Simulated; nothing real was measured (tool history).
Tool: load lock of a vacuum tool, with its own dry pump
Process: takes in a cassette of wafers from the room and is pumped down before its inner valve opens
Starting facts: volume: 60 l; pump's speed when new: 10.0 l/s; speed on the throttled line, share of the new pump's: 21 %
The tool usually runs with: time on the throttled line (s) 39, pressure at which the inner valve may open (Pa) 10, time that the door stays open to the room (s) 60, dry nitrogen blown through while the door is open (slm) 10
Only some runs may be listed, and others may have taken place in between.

| run | day | time on the throttled line (s) | pressure at which the inner valve may open (Pa) | time that the door stays open to the room (s) | dry nitrogen blown through while the door is open (slm) | incoming humidity of the room's air, % | time from the closed door until the inner valve may open (s) | rise of the pressure with all valves shut (Pa/min) |
|---|---|---|---|---|---|---|---|---|
| 1 | 0 | 39 | 10 | 60 | 10 | 42.5 | 86.3 | 0.058 |
| 2 | 4.288 | 39 | 10 | 60 | 10 | 46.2 | 85.8 | 0.066 |
| 3 | 7.779 | 39 | 10 | 60 | 10 | 47 | 86.1 | 0.063 |
| 4 | 11.175 | 39 | 10 | 135 | 10 | 42.7 | 87.2 | 0.07 |
| 5 | 18.104 | 39 | 10 | 135 | 10 | 43.8 | 86.8 | 0.073 |
| 6 | 24.371 | 39 | 10 | 221 | 10 | 46.4 | 87.2 | 0.087 |
| 7 | 29.442 | 39 | 14 | 60 | 10 | 48.5 | 84.6 | 0.069 |
| 8 | 33.925 | 42 | 14 | 60 | 10 | 44.6 | 86.3 | 0.065 |
| 9 | 39.638 | 77 | 14 | 60 | 10 | 45.1 | 113.8 | 0.07 |
| 10 | 42.892 | 77 | 14 | 60 | 10 | 46.9 | 114.3 | 0.072 |
| 11 | 47.838 | 77 | 14 | 60 | 10 | 45.6 | 114.8 | 0.068 |
| 12 | 53.483 | 23 | 16 | 43 | 6 | 45.3 | 71.2 | 0.073 |
| 13 | 56.996 | 39 | 14 | 60 | 10 | 41.3 | 84.8 | 0.065 |
| 14 | 61.875 | 39 | 14 | 60 | 10 | 45.7 | 84.9 | 0.078 |

What if the next run were any one of these 4? Each begins from the tool's condition after run 14:
| A | 65.321 | 49 | 15 | 222 | 10 | 48.1 | ? | ? |
| B | 65.321 | 39 | 10 | 71 | 7 | 46.9 | ? | ? |
| C | 65.321 | 39 | 8 | 56 | 20 | 43.3 | ? | ? |
| D | 65.321 | 40 | 14 | 53 | 37 | 41.2 | ? | ? |

| run | time from the closed door until the inner valve may open (s) | rise of the pressure with all valves shut (Pa/min) |
|---|---|---|
| A | 93.1 | 0.103 |
| B | 87.9 | 0.086 |
| C | 89.3 | 0.066 |
| D | 85.8 | 0.061 |
What these runs would have given with no unlogged condition in the tool:
| run | time from the closed door until the inner valve may open (s) | rise of the pressure with all valves shut (Pa/min) |
|---|---|---|
| A | 92.2 | 0.057 |
| B | 86.9 | 0.04 |
| C | 88.1 | 0.019 |
| D | 84.8 | 0.015 |
